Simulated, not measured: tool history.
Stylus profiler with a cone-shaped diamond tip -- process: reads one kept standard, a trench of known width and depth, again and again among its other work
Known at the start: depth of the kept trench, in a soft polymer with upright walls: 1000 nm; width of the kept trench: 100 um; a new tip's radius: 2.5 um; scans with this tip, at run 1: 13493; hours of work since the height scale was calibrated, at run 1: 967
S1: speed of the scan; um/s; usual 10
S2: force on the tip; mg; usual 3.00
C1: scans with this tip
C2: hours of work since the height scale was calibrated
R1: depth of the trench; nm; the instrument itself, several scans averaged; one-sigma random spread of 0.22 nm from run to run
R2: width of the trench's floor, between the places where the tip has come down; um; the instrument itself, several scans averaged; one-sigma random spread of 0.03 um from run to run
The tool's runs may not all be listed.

run	hour	S1	S2	C1	C2	R1	R2
1	0.0	10	3.00	13493	967	1002.44	94.15
2	8.7	10	3.00	13557	971	1002.21	94.05
3	23.1	10	3.00	13663	979	1002.43	94.12
4	30.3	10	3.00	13717	983	1002.10	94.08
5	42.4	10	3.00	13805	989	1002.27	94.10
6	53.7	10	3.00	13889	995	1002.15	94.06
# hour 55.5: height scale calibrated on a step standard
7	66.6	10	3.00	13980	6	1000.64	94.01
8	79.8	10	3.00	14078	13	1000.93	94.02
9	95.2	10	5.64	14192	21	1004.71	94.03
10	109.9	3	1.47	14300	29	998.06	94.06
11	119.9	6	1.23	14373	34	997.44	94.04
12	130.2	10	6.14	14449	39	1004.81	94.03
13	144.6	4	4.07	14555	47	1002.36	93.98

Consider 3 possible next runs. They are alternatives, not a sequence: every one starts from the tool as it was left by run 13. What does each give?
# hour 146.8: height scale calibrated on a step standard, once more
A	158.7	10	1.47	14656	6	?	?
# hour 146.8: height scale calibrated on a step standard, once more
B	158.7	26	2.77	14656	6	?	?
# hour 146.8: height scale calibrated on a step standard, once more
C	158.7	10	8.10	14656	6	?	?

run	R1	R2
A	1004.57	93.96
B	1007.25	93.96
C	1014.72	93.99
Without the tool's unlogged condition, the same runs would have read:
run	R1	R2
A	1004.83	95.93
B	1007.51	95.92
C	1014.99	95.96
